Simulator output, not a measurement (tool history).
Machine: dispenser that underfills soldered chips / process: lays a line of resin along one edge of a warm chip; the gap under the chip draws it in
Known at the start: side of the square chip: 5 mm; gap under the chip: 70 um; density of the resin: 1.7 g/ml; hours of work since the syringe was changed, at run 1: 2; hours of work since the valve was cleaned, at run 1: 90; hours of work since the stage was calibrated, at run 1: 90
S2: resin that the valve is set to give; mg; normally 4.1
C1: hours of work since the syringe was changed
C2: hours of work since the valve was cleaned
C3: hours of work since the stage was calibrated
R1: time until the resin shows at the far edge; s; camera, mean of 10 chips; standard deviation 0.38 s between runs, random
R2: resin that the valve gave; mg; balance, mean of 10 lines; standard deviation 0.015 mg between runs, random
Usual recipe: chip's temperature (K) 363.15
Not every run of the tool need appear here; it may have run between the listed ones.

run 1 hour=0 | chip's_temperature_(K)=363.15 S2=4.1 | C1=2 C2=90 C3=90 | R1=25.7 R2=3.76
run 2 hour=8.1 | chip's_temperature_(K)=363.15 S2=4.1 | C1=7 C2=96 C3=96 | R1=41.8 R2=3.76
-- hour=9.9 dispensing valve cleaned and set on the balance
run 3 hour=12.8 | chip's_temperature_(K)=363.15 S2=4.97 | C1=10 C2=2 C3=99 | R1=48.5 R2=4.97
-- hour=13.9 new syringe of resin
run 4 hour=17.6 | chip's_temperature_(K)=363.15 S2=4.97 | C1=3 C2=5 C3=102 | R1=27.7 R2=4.94
run 5 hour=24 | chip's_temperature_(K)=363.15 S2=4.97 | C1=7 C2=10 C3=107 | R1=39.4 R2=4.92
-- hour=28.6 new syringe of resin
run 6 hour=31.1 | chip's_temperature_(K)=363.15 S2=4.97 | C1=2 C2=15 C3=112 | R1=24.9 R2=4.93
run 7 hour=38.6 | chip's_temperature_(K)=363.15 S2=4.97 | C1=7 C2=20 C3=117 | R1=38.8 R2=4.87
-- hour=43.3 new syringe of resin
run 8 hour=44.7 | chip's_temperature_(K)=363.15 S2=4.1 | C1=1 C2=25 C3=121 | R1=23.9 R2=4.01
run 9 hour=50.6 | chip's_temperature_(K)=363.15 S2=4.1 | C1=5 C2=29 C3=126 | R1=34.5 R2=3.98
run 10 hour=57.3 | chip's_temperature_(K)=363.15 S2=4.1 | C1=10 C2=34 C3=131 | R1=51.3 R2=3.95
-- hour=58 new syringe of resin
run 11 hour=65.3 | chip's_temperature_(K)=363.15 S2=4.1 | C1=5 C2=39 C3=136 | R1=34.5 R2=3.95
run 12 hour=69.6 | chip's_temperature_(K)=363.15 S2=4.26 | C1=8 C2=42 C3=139 | R1=43.3 R2=4.08
-- hour=72.7 new syringe of resin
run 13 hour=74.9 | chip's_temperature_(K)=363.15 S2=4.26 | C1=2 C2=46 C3=143 | R1=24 R2=4.09
run 14 hour=83.5 | chip's_temperature_(K)=373.15 S2=4.43 | C1=8 C2=52 C3=149 | R1=29 R2=4.21
-- hour=87.5 new syringe of resin
run 15 hour=89 | chip's_temperature_(K)=373.15 S2=4.43 | C1=1 C2=56 C3=153 | R1=17.8 R2=4.19
run 16 hour=95.9 | chip's_temperature_(K)=359.15 S2=4.1 | C1=6 C2=61 C3=158 | R1=42 R2=3.88
-- hour=102.2 new syringe of resin
run 17 hour=104 | chip's_temperature_(K)=354.15 S2=4.81 | C1=1 C2=67 C3=164 | R1=32.3 R2=4.54
run 18 hour=108.1 | chip's_temperature_(K)=354.15 S2=4.21 | C1=4 C2=70 C3=167 | R1=42.9 R2=3.95
run 19 hour=112.6 | chip's_temperature_(K)=361.15 S2=5.02 | C1=8 C2=73 C3=170 | R1=42.7 R2=4.69
-- hour=117.2 new syringe of resin
run 20 hour=117.7 | chip's_temperature_(K)=363.15 S2=4.35 | C1=0 C2=76 C3=173 | R1=23.2 R2=4.05
run 21 hour=126.5 | chip's_temperature_(K)=371.15 S2=4.91 | C1=7 C2=83 C3=180 | R1=29.3 R2=4.53
run 22 hour=131 | chip's_temperature_(K)=361.15 S2=3.83 | C1=10 C2=86 C3=183 | R1=56.5 R2=3.54
-- hour=132.1 new syringe of resin
run 23 hour=139 | chip's_temperature_(K)=366.15 S2=3.66 | C1=5 C2=92 C3=189 | R1=32.2 R2=3.35

Consider 5 possible next runs. They are alternatives, not a sequence: every one starts from the tool as it was left by run 23. What does each give?
run A hour=145.5 | chip's_temperature_(K)=363.15 S2=3.84 | C1=10 C2=96 C3=193 | R1=? R2=?
run B hour=145.5 | chip's_temperature_(K)=369.15 S2=4.44 | C1=10 C2=96 C3=193 | R1=? R2=?
run C hour=145.5 | chip's_temperature_(K)=363.15 S2=5.05 | C1=10 C2=96 C3=193 | R1=? R2=?
run D hour=145.5 | chip's_temperature_(K)=376.15 S2=3.85 | C1=10 C2=96 C3=193 | R1=? R2=?
run E hour=145.5 | chip's_temperature_(K)=363.15 S2=4.39 | C1=10 C2=96 C3=193 | R1=? R2=?

run=A R1=50.3 R2=3.49
run=B R1=39.2 R2=4.06
run=C R1=46.9 R2=4.62
run=D R1=33.3 R2=3.52
run=E R1=47.6 R2=4.04
Had the tool no hidden state, the same runs would have come out as:
run=A R1=23.4 R2=3.82
run=B R1=18.4 R2=4.44
run=C R1=22.3 R2=5.06
run=D R1=15.3 R2=3.86
run=E R1=22.3 R2=4.42

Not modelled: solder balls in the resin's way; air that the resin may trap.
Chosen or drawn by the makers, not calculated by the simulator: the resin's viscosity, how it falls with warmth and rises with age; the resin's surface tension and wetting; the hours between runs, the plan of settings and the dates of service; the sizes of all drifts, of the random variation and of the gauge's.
